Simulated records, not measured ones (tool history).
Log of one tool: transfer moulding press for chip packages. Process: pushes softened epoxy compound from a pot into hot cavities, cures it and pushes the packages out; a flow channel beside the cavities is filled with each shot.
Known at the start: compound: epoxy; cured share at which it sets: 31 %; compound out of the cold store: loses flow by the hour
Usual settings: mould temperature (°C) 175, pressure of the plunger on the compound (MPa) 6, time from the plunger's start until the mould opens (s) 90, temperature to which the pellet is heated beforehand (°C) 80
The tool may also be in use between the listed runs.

run,day,mould temperature (°C),pressure of the plunger on the compound (MPa),time from the plunger's start until the mould opens (s),temperature to which the pellet is heated beforehand (°C),incoming compound's hours out of the cold store,length that the compound runs in the flow channel (mm),greatest force on the pins that push the packages out (N)
1,0,175,6,90,80,11.6,794,462
2,1.154,175,6,90,80,17.1,774,517
# day 1.833: cavities cleaned with cleaning compound and waxed
3,2.454,175,6,90,80,13.6,786,434
4,3.154,175,6,90,80,37.1,710,455
5,4.2,175,5.19,90,80,30.2,681,522
# day 4.638: cavities cleaned with cleaning compound and waxed
6,5.333,175,6.74,90,80,16.1,817,423
7,5.921,175,6.74,90,80,43.5,731,454
# day 6.554: plunger's sealing rings changed
8,6.888,171,6,72,80,47.3,721,983
# day 7.55: cavities cleaned with cleaning compound and waxed
9,7.917,167,6,122,77,38.4,761,370
10,8.95,173,5.74,88,79,37.7,715,547
11,9.942,175,7.11,90,74,14.3,866,542
# day 10.4: cavities cleaned with cleaning compound and waxed
12,10.567,170,6,94,80,16,816,488

Some steps in length that the compound runs in the flow channel (mm) between neighbouring runs. How much of each would the tool show without its hidden state too (settings, what came in, random variation), and how much is left for the hidden state, with any gauge scatter that isn't in both results?
The hidden state here: true mould temperature over the reading, C; pressure that reaches the compound, % of what is set; grip of the stained cavities, % over clean ones'; drift of the gauge itself on flow_mm, %; drift of the gauge itself on push_out_n, %.
Run 7 -> 8: mould temperature (°C) 175 -> 171, pressure of the plunger on the compound (MPa) 6.74 -> 6, time from the plunger's start until the mould opens (s) 90 -> 72, plunger's sealing rings changed. length that the compound runs in the flow channel (mm) -10: hidden state +24, all else -34.
Run 10 -> 11: mould temperature (°C) 173 -> 175, pressure of the plunger on the compound (MPa) 5.74 -> 7.11, time from the plunger's start until the mould opens (s) 88 -> 90, temperature to which the pellet is heated beforehand (°C) 79 -> 74. length that the compound runs in the flow channel (mm) +151: hidden state -1, all else +152.

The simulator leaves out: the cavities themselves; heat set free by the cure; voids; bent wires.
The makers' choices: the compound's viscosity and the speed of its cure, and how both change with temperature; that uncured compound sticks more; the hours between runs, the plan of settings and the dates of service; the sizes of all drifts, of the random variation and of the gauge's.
